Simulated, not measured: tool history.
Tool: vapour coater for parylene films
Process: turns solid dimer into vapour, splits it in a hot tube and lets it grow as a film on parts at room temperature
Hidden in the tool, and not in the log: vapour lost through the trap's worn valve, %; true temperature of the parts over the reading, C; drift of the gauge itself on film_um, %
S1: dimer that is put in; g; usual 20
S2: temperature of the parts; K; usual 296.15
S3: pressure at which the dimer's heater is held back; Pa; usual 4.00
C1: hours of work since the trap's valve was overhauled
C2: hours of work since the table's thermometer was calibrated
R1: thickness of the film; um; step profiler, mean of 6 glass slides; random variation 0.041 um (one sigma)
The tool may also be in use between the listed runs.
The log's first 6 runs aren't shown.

run 7 day=4.921 | S1=20 S2=296.15 S3=9.10 | C1=90 C2=388 | R1=3.94
run 8 day=6.021 | S1=13 S2=296.15 S3=4.00 | C1=102 C2=400 | R1=2.89
run 9 day=7.217 | S1=13 S2=296.15 S3=2.12 | C1=114 C2=412 | R1=3.07
run 10 day=7.983 | S1=20 S2=296.15 S3=4.00 | C1=122 C2=420 | R1=4.34
run 11 day=9.029 | S1=20 S2=296.15 S3=4.00 | C1=133 C2=431 | R1=4.38
run 12 day=9.621 | S1=20 S2=296.15 S3=4.00 | C1=139 C2=438 | R1=4.30
run 13 day=10.354 | S1=20 S2=296.15 S3=4.00 | C1=147 C2=445 | R1=4.32
run 14 day=11.417 | S1=20 S2=296.15 S3=4.00 | C1=158 C2=456 | R1=4.27
run 15 day=11.950 | S1=20 S2=306.15 S3=4.00 | C1=164 C2=462 | R1=2.88
run 16 day=13.062 | S1=26 S2=296.15 S3=4.00 | C1=175 C2=474 | R1=5.52
run 17 day=13.725 | S1=26 S2=296.15 S3=4.00 | C1=182 C2=481 | R1=5.54
run 18 day=14.688 | S1=26 S2=296.15 S3=4.00 | C1=192 C2=491 | R1=5.57
run 19 day=15.662 | S1=26 S2=296.15 S3=4.00 | C1=202 C2=501 | R1=5.51
run 20 day=16.492 | S1=26 S2=296.15 S3=4.00 | C1=211 C2=510 | R1=5.50
run 21 day=17.388 | S1=26 S2=296.15 S3=4.00 | C1=221 C2=519 | R1=5.57
run 22 day=17.871 | S1=26 S2=306.15 S3=4.60 | C1=226 C2=524 | R1=3.63
run 23 day=18.954 | S1=20 S2=296.15 S3=8.20 | C1=237 C2=535 | R1=3.79
run 24 day=19.771 | S1=17 S2=294.15 S3=3.99 | C1=245 C2=544 | R1=3.85
run 25 day=20.604 | S1=11 S2=299.15 S3=4.00 | C1=254 C2=553 | R1=2.05
run 26 day=21.325 | S1=25 S2=292.15 S3=5.44 | C1=262 C2=560 | R1=5.92
run 27 day=21.812 | S1=25 S2=292.15 S3=5.44 | C1=267 C2=565 | R1=5.93

The next listed run, before its measurement:
run 28 day=22.804 | S1=30 S2=296.15 S3=6.29 | C1=277 C2=576 | R1=?

R1: 5.83 um
Without the tool's hidden state the same run would have given R1 6.32 um.
